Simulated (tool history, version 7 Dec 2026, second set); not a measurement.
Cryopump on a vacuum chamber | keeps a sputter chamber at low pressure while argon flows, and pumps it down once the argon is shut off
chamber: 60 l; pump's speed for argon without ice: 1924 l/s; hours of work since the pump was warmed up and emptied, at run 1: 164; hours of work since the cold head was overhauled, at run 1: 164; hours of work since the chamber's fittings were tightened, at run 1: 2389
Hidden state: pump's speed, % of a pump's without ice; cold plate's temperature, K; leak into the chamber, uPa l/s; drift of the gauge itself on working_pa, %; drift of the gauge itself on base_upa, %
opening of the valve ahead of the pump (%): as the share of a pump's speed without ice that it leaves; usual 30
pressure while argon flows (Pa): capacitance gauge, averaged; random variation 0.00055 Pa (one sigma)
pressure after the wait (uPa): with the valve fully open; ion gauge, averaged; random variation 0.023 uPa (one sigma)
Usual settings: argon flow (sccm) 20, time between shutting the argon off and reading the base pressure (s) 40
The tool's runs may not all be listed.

run	hour	argon flow (sccm)	time between shutting the argon off and reading the base pressure (s)	opening of the valve ahead of the pump (%)	hours of work since the pump was warmed up and emptied	hours of work since the cold head was overhauled	hours of work since the chamber's fittings were tightened	pressure while argon flows (Pa)	pressure after the wait (uPa)
1	0	20	40	30	164	164	2389	0.0591	1.79
2	28	20	40	30	182	182	2407	0.059	1.81
3	48	20	40	43	195	195	2420	0.0407	1.76
4	67.5	20	40	43	207	207	2432	0.0411	1.79
5	92.2	20	40	43	223	223	2448	0.0419	1.79
6	115.4	20	40	21	238	238	2463	0.0859	1.82
7	128.5	20	40	21	246	246	2471	0.0848	1.7
8	143.8	20	80	30	256	256	2481	0.06	1.51
9	166.5	10	40	30	270	270	2495	0.0297	1.85
10	190.7	20	40	42	285	285	2510	0.0428	1.83
11	203.3	20	40	42	293	293	2518	0.0426	1.86
12	224.3	20	40	42	307	307	2532	0.0427	1.83
13	246.9	20	40	42	321	321	2546	0.042	1.87
14	273.8	20	40	42	338	338	2563	0.043	1.88
15	293.4	20	40	42	350	350	2576	0.0433	1.88
16	312.6	20	40	38	363	363	2588	0.0475	1.88
17	334.9	11	40	38	377	377	2602	0.0261	1.82
18	356.1	11	40	38	390	390	2615	0.0256	1.92
19	374.5	11	40	38	402	402	2627	0.0254	1.91

The next listed run, before its measurement:
20	393.7	24	146	38	414	414	2639	?	?

Run 20 gave pressure while argon flows (Pa) 0.0578, pressure after the wait (uPa) 1.49.
Without the tool's hidden state the same run would have given pressure while argon flows (Pa) 0.0561, pressure after the wait (uPa) 0.35.

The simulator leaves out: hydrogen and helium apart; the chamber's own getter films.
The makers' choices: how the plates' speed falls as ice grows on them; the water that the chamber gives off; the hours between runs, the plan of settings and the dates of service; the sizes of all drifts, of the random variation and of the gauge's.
